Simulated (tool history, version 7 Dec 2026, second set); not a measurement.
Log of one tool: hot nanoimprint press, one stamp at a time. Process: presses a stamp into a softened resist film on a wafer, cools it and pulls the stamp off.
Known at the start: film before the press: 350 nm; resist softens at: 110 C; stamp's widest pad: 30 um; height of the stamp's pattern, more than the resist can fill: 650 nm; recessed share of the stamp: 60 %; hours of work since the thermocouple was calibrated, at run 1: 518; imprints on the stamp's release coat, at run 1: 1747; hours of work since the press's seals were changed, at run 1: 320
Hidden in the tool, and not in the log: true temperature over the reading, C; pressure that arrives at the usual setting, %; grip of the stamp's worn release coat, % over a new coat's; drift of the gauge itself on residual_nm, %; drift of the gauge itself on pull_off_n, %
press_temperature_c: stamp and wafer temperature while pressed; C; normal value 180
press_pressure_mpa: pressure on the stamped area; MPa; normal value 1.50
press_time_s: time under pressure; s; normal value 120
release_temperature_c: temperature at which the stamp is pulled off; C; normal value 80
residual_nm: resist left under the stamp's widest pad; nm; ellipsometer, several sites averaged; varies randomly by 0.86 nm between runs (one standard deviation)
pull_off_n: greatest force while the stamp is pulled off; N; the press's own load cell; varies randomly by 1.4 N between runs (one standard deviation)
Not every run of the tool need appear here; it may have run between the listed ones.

run	day	press_temperature_c	press_pressure_mpa	press_time_s	release_temperature_c	hours of work since the thermocouple was calibrated	imprints on the stamp's release coat	hours of work since the press's seals were changed	residual_nm	pull_off_n
1	0.000	180	1.50	120	80	518	1747	320	138.5	154
# day 1.333: plate thermocouple calibrated
2	1.783	180	1.50	120	80	7	1871	346	146.3	157
# day 3.988: stamp cleaned and given a new release coat
3	4.158	180	1.50	120	80	39	12	378	145.6	135
4	6.396	180	1.50	120	80	74	180	413	149.0	135
5	7.971	180	1.50	120	80	98	297	437	146.9	136
6	9.967	180	1.50	120	80	128	446	467	150.4	140
7	11.762	180	1.50	120	80	156	580	495	150.7	142
# day 13.300: plate thermocouple calibrated, once more
8	13.983	180	1.50	120	80	10	737	527	132.9	139
9	15.888	180	1.50	120	80	40	879	556	132.3	140
10	17.200	180	1.50	120	80	60	977	576	130.6	141
11	18.862	180	1.50	120	67	85	1101	602	132.5	157
12	20.517	180	1.50	120	80	110	1224	627	133.1	149
13	21.712	180	1.50	120	80	129	1314	645	133.9	150
14	23.800	180	1.50	120	80	161	1470	677	135.7	149
15	24.983	180	1.50	120	80	179	1558	695	135.2	151
16	27.183	171	2.29	127	81	213	1722	729	150.4	153
17	28.975	172	1.50	75	84	240	1856	756	210.2	154
18	30.129	180	1.17	120	80	258	1942	774	156.9	157
# day 31.358: stamp cleaned and given a new release coat
19	31.458	187	1.50	111	80	274	8	791	111.6	132
20	32.733	187	1.50	111	80	294	103	810	112.3	133
21	34.808	187	1.50	111	80	325	258	842	111.8	138
22	36.288	191	1.14	94	80	348	368	864	121.7	135
23	37.762	189	2.36	120	80	371	479	887	81.0	139
24	39.646	189	2.36	120	80	400	619	916	80.1	142
25	41.304	189	2.36	120	80	425	743	941	82.0	141
26	43.217	189	2.36	120	80	454	886	971	81.9	142
27	44.425	188	1.50	87	80	473	976	989	122.4	142
28	45.429	188	1.50	87	80	488	1051	1004	123.3	146
29	47.500	180	1.26	153	83	520	1206	1036	145.5	148
# day 48.658: plate thermocouple calibrated
30	49.208	180	1.93	120	80	8	1324	1060	116.3	149

3 ways to go on from here, each from the tool as it stands after run 30. What would each give?
A	50.600	180	1.18	120	73	30	1428	1082	?	?
B	50.600	183	1.00	164	80	30	1428	1082	?	?
C	50.600	180	1.16	120	88	30	1428	1082	?	?

run	residual_nm	pull_off_n
A	148.7	155
B	131.5	150
C	151.0	142
Without the tool's hidden state the same runs would have given:
run	residual_nm	pull_off_n
A	144.7	135
B	128.4	131
C	147.0	124

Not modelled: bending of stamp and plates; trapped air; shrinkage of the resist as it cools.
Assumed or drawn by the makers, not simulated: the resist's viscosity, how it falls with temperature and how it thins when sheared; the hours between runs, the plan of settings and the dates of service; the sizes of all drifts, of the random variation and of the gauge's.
